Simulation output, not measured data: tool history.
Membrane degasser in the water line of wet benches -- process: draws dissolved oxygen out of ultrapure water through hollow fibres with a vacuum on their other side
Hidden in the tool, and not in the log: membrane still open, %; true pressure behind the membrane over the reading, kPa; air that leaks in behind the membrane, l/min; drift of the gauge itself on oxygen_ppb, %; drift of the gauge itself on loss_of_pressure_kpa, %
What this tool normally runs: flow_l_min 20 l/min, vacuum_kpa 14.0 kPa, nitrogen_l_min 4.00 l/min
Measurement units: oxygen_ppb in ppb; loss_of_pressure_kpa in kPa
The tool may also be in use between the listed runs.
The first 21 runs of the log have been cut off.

run	hour	flow_l_min	vacuum_kpa	nitrogen_l_min	hours since the membrane was changed	hours since the vacuum gauge was calibrated	hours since the vacuum lines were made tight	oxygen_ppb	loss_of_pressure_kpa
22	4345.7	30	12.3	4.06	6892	3490	3263	563.2	70.67
23	4464.6	20	12.0	9.60	7011	3609	3382	280.7	47.22
24	4748.4	20	14.0	4.55	7295	3893	3665	353.1	46.94
25	4987.7	27	16.7	1.88	7534	4132	3905	750.8	63.57
26	5117.2	27	16.7	11.51	7664	4261	4034	441.7	63.29
27	5323.2	27	16.7	11.51	7870	4467	4240	438.6	63.68
28	5524.8	20	14.9	6.44	8072	4669	4442	319.0	46.97
29	5713.3	20	14.9	6.44	8260	4857	4630	321.6	46.83
# hour 5782.1: gauge calibrated
30	5834.2	27	20.9	7.13	8381	4978	4751	504.6	65.38
31	6057.6	25	10.3	4.14	8604	5202	4975	427.5	60.19

Alternative continuations, all from the tool just after run 31; predict every row:
A	6258.0	20	16.9	4.00	8805	5402	5175	?	?
B	6258.0	27	18.3	3.38	8805	5402	5175	?	?
C	6258.0	19	14.0	4.00	8805	5402	5175	?	?
D	6258.0	25	10.3	5.12	8805	5402	5175	?	?
E	6258.0	14	14.0	9.93	8805	5402	5175	?	?

run	oxygen_ppb	loss_of_pressure_kpa
A	389.8	48.43
B	620.3	64.96
C	336.4	45.88
D	411.5	60.03
E	169.6	33.67
With the hidden condition removed and each run's random variation left untouched, the same runs would have given:
run	oxygen_ppb	loss_of_pressure_kpa
A	389.0	48.50
B	619.2	65.06
C	335.6	45.95
D	410.6	60.13
E	169.2	33.73
